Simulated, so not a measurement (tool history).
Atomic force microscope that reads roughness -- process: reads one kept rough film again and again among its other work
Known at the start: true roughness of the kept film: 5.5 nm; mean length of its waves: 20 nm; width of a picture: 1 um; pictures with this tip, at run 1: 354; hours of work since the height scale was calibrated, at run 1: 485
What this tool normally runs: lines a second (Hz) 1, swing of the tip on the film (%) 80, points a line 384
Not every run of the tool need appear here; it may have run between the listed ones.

| run | hour | lines a second (Hz) | swing of the tip on the film (%) | points a line | pictures with this tip | hours of work since the height scale was calibrated | roughness of the kept film (nm (root mean square)) |
|---|---|---|---|---|---|---|---|
| 1 | 0 | 1 | 80 | 384 | 354 | 485 | 1.752 |
| 2 | 25.1 | 1 | 80 | 384 | 389 | 499 | 1.667 |
|  | 35.6 | new tip fitted |
| 3 | 61.4 | 1 | 80 | 384 | 35 | 520 | 2.973 |
| 4 | 96.9 | 1 | 80 | 862 | 84 | 540 | 2.724 |
| 5 | 137.8 | 1 | 80 | 384 | 141 | 564 | 2.406 |
| 6 | 190.6 | 1 | 80 | 384 | 214 | 594 | 2.152 |
| 7 | 240.1 | 1 | 80 | 384 | 282 | 623 | 1.964 |
| 8 | 277.6 | 1 | 80 | 384 | 334 | 644 | 1.839 |
|  | 326.1 | new tip fitted |
| 9 | 335.2 | 1 | 80 | 384 | 13 | 677 | 3.154 |
| 10 | 375.4 | 1 | 80 | 287 | 68 | 700 | 2.736 |
| 11 | 401.6 | 1 | 80 | 287 | 104 | 715 | 2.567 |
| 12 | 427.8 | 1 | 80 | 287 | 140 | 730 | 2.395 |
| 13 | 472.4 | 0.96 | 80 | 384 | 202 | 756 | 2.173 |
| 14 | 505.6 | 1 | 80 | 384 | 248 | 775 | 2.025 |
| 15 | 559.6 | 1 | 80 | 384 | 322 | 806 | 1.824 |
| 16 | 608.8 | 1 | 80 | 384 | 390 | 835 | 1.684 |
|  | 616.9 | new tip fitted |
| 17 | 657.1 | 1 | 80 | 384 | 55 | 862 | 2.841 |
| 18 | 683.3 | 0.55 | 80 | 384 | 91 | 877 | 2.717 |
| 19 | 739.6 | 0.93 | 71 | 648 | 169 | 910 | 2.384 |
| 20 | 779.2 | 2.24 | 58 | 272 | 224 | 933 | 2.104 |
| 21 | 823.3 | 0.73 | 80 | 421 | 285 | 958 | 1.962 |
| 22 | 874 | 0.73 | 80 | 421 | 355 | 987 | 1.802 |
|  | 877.5 | height scale calibrated on a step standard |
| 23 | 898.8 | 1.24 | 60 | 478 | 388 | 12 | 1.772 |
|  | 909.2 | new tip fitted |
| 24 | 951.5 | 1.24 | 60 | 478 | 58 | 42 | 2.965 |
| 25 | 974.6 | 2.29 | 61 | 612 | 90 | 56 | 2.752 |
| 26 | 1027.3 | 1 | 75 | 420 | 163 | 86 | 2.437 |
| 27 | 1051.9 | 1 | 80 | 354 | 197 | 100 | 2.233 |
| 28 | 1096.7 | 1 | 80 | 354 | 259 | 126 | 2.035 |
| 29 | 1140.4 | 1 | 80 | 354 | 319 | 151 | 1.872 |
|  | 1160.2 | height scale calibrated on a step standard, once more |
| 30 | 1176.2 | 1.94 | 85 | 569 | 367 | 9 | 1.591 |
|  | 1199 | new tip fitted |
| 31 | 1203.6 | 1.94 | 85 | 569 | 6 | 25 | 2.922 |
| 32 | 1226.8 | 1.94 | 85 | 569 | 38 | 38 | 2.721 |

Expected results for the next run?
| 33 | 1278.1 | 1.38 | 89 | 569 | 109 | 68 | ? |

{"run 33": {"roughness of the kept film (nm (root mean square))": 2.411}}
With no hidden state in the tool, this same run would have given roughness of the kept film (nm (root mean square)) 3.04.
